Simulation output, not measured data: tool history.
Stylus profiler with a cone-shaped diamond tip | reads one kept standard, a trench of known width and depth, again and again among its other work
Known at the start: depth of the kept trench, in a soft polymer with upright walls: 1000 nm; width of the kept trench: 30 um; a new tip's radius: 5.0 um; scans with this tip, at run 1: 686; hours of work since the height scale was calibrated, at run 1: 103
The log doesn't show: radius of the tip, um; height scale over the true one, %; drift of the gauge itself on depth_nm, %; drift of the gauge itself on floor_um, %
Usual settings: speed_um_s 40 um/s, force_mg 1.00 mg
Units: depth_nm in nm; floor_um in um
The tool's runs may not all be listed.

run	hour	speed_um_s	force_mg	scans with this tip	hours of work since the height scale was calibrated	depth_nm	floor_um
1	0.0	40	1.00	686	103	1005.66	23.56
2	30.5	40	1.00	781	117	1005.42	23.52
3	68.5	40	1.00	899	135	1005.32	23.51
4	111.5	40	1.00	1032	155	1005.25	23.44
5	131.9	40	1.00	1095	164	1005.49	23.45
6	159.3	40	1.00	1180	177	1005.35	23.44
7	178.3	40	1.59	1239	186	1007.20	23.50
8	215.5	40	1.59	1355	203	1007.65	23.50
9	245.8	40	1.59	1449	218	1007.21	23.48
10	265.0	40	1.00	1508	226	1005.33	23.35
11	304.2	40	1.00	1630	245	1005.43	23.31
12	347.8	40	1.00	1765	265	1005.27	23.31
13	374.8	135	0.67	1849	278	1003.52	22.30
14	400.4	80	0.98	1928	290	1005.04	22.98
15	432.9	12	1.23	2029	305	1006.07	23.49
16	463.6	12	1.23	2124	319	1006.21	23.50
17	498.0	22	2.69	2231	335	1010.22	23.43

Forecast run 18:
18	538.9	106	0.41	2358	354	?	?

Run 18 gave depth_nm 1002.52 nm, floor_um 22.21 um.
Without the tool's hidden state the same run would have given depth_nm 1002.80 nm, floor_um 22.68 um.
